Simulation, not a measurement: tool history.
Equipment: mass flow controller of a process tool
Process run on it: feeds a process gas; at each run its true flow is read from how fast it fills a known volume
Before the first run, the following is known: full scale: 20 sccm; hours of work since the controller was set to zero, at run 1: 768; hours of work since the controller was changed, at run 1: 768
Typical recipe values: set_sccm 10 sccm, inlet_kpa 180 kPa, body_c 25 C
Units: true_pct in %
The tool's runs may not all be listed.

run    hour  set_sccm  inlet_kpa  body_c  hours of work since the controller was set to zero  hours of work since the controller was changed  true_pct
  1       0        10        180      25                                                 768                                             768     98.93
  2    46.2        10        180      25                                                 804                                             804     98.88
  3   100.3        10        180      25                                                 846                                             846     98.98
  4   176.7        10        180      25                                                 905                                             905     99.18
  5   227.5        10        180      25                                                 945                                             945     99.19
  6   300.8        10        180      25                                                1002                                            1002      99.3
  7   368.9        10        180      25                                                1054                                            1054     99.37
  8   407.2        10        226      25                                                1084                                            1084     99.74
  9   468.5         9        226      25                                                1132                                            1132     99.62
 10   548.5         9        226      25                                                1194                                            1194     99.88
 11   618.7         9        226      25                                                1248                                            1248     99.86
 12   686.7        10        180      39                                                1301                                            1301       101
 13   722.5        10        272      25                                                1329                                            1329    100.51
 14   804.6        10        148      25                                                1392                                            1392     99.63
 15   881.6        10        148      25                                                1452                                            1452     99.77
 16   965.7        10        148      25                                                1517                                            1517     99.84
 17  1024.7        10        180      25                                                1563                                            1563     99.99
 18  1090.8        10        180      25                                                1614                                            1614    100.08
 19  1162.2        10        180      25                                                1669                                            1669    100.31
 20  1246.2        10        180      25                                                1735                                            1735     100.4
 21  1317.2        10        192      25                                                1790                                            1790    100.61
 22  1356.3        10        192      25                                                1820                                            1820    100.64
 23  1398.8        10        180      25                                                1853                                            1853    100.68
 24  1451.2        10        180      25                                                1894                                            1894    100.66
 25  1495.5        19        237      25                                                1928                                            1928    101.93
 26  1578.1         8        185      27                                                1992                                            1992    100.87
 27  1626.5         8        259      37                                                2030                                            2030     102.5
 28  1673.1         2        236      22                                                2066                                            2066    100.26
 29    1738        11        241      22                                                2116                                            2116    101.23
 30  1815.4        10        140      25                                                2176                                            2176    100.79
 31  1855.2         7        180      40                                                2207                                            2207    102.47
 32  1930.9         4        216      40                                                2265                                            2265    102.37
 33    1986         4        159      40                                                2308                                            2308    102.16
 34  2059.3         3        187      31                                                2365                                            2365    101.36
     2106.4  -- gauge calibrated
 35  2110.1         3        187      31                                                2404                                            2404     98.96
 36  2169.4         3        267      38                                                2450                                            2450    100.27
 37  2247.4        10        180      36                                                2511                                            2511    100.31
 38  2321.7         3        229      22                                                2569                                            2569     98.58
 39    2407        10        180      27                                                2635                                            2635     99.36
 40  2443.5        16        180      37                                                2663                                            2663    101.09
 41  2482.4        12        180      25                                                2693                                            2693     99.57
 42  2558.7        12        180      25                                                2752                                            2752     99.67
 43  2643.6        15        180      25                                                2818                                            2818    100.07
 44  2685.6         5        204      38                                                2851                                            2851     100.7
 45  2724.7         4        183      21                                                2881                                            2881     98.77
 46  2787.5         4        183      21                                                2930                                            2930     98.83
 47  2868.4         5        143      24                                                2992                                            2992     98.97

Below are 5 alternative next runs, each starting from the tool's condition after run 47. Predict each:
     2894.4  -- gauge calibrated
  A  2953.4         9        175      22                                                3058                                            3058         ?
     2894.4  -- gauge calibrated
  B  2953.4         5        155      26                                                3058                                            3058         ?
     2894.4  -- gauge calibrated
  C  2953.4        11        219      22                                                3058                                            3058         ?
     2894.4  -- gauge calibrated
  D  2953.4         5        149      37                                                3058                                            3058         ?
     2894.4  -- gauge calibrated
  E  2953.4        12        213      31                                                3058                                            3058         ?

run  true_pct
  A     98.56
  B     98.34
  C     99.06
  D     99.38
  E     99.92
Take away the tool's hidden state, keep each run's random variation, and the runs would have read:
run  true_pct
  A     98.48
  B     98.26
  C     98.98
  D      99.3
  E     99.84
